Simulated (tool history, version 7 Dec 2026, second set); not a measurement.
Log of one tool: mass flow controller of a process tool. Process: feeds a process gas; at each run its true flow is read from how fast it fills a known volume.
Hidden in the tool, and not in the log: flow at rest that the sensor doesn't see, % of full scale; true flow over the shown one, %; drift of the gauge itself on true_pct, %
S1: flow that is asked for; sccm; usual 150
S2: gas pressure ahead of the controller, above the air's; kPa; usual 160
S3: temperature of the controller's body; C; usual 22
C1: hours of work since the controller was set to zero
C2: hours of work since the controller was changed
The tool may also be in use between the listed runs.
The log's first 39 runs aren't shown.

{"run": 40, "hour": 3820.9, "S1": 285, "S2": 160, "S3": 24, "C1": 683, "C2": 2730, "true flow (%)": 100.44}
{"run": 41, "hour": 3893.0, "S1": 285, "S2": 160, "S3": 35, "C1": 730, "C2": 2777, "true flow (%)": 99.05}
{"run": 42, "hour": 4029.5, "S1": 285, "S2": 160, "S3": 35, "C1": 820, "C2": 2867, "true flow (%)": 99.16}
{"run": 43, "hour": 4102.6, "S1": 88, "S2": 160, "S3": 35, "C1": 867, "C2": 2914, "true flow (%)": 97.54}
{"run": 44, "hour": 4193.9, "S1": 329, "S2": 276, "S3": 28, "C1": 927, "C2": 2974, "true flow (%)": 99.69}
{"run": 45, "hour": 4323.8, "S1": 182, "S2": 251, "S3": 28, "C1": 1012, "C2": 3059, "true flow (%)": 98.69}
{"run": 46, "hour": 4387.8, "S1": 150, "S2": 230, "S3": 22, "C1": 1054, "C2": 3101, "true flow (%)": 99.35}
{"run": 47, "hour": 4498.3, "S1": 191, "S2": 247, "S3": 22, "C1": 1126, "C2": 3173, "true flow (%)": 99.8}
{"run": 48, "hour": 4576.3, "S1": 191, "S2": 247, "S3": 22, "C1": 1177, "C2": 3224, "true flow (%)": 99.62}

Forecast each of these 4 alternatives for the next run:
{"run": "A", "hour": 4642.7, "S1": 54, "S2": 251, "S3": 38, "C1": 1220, "C2": 3267, "true flow (%)": "?"}
{"run": "B", "hour": 4642.7, "S1": 55, "S2": 164, "S3": 33, "C1": 1220, "C2": 3267, "true flow (%)": "?"}
{"run": "C", "hour": 4642.7, "S1": 430, "S2": 160, "S3": 28, "C1": 1220, "C2": 3267, "true flow (%)": "?"}
{"run": "D", "hour": 4642.7, "S1": 139, "S2": 160, "S3": 26, "C1": 1220, "C2": 3267, "true flow (%)": "?"}

run=A true_flow_(%)=95.78
run=B true_flow_(%)=96.77
run=C true_flow_(%)=101.11
run=D true_flow_(%)=99.13
Without the tool's hidden state the same runs would have given:
run=A true_flow_(%)=95.58
run=B true_flow_(%)=96.54
run=C true_flow_(%)=99.47
run=D true_flow_(%)=97.92
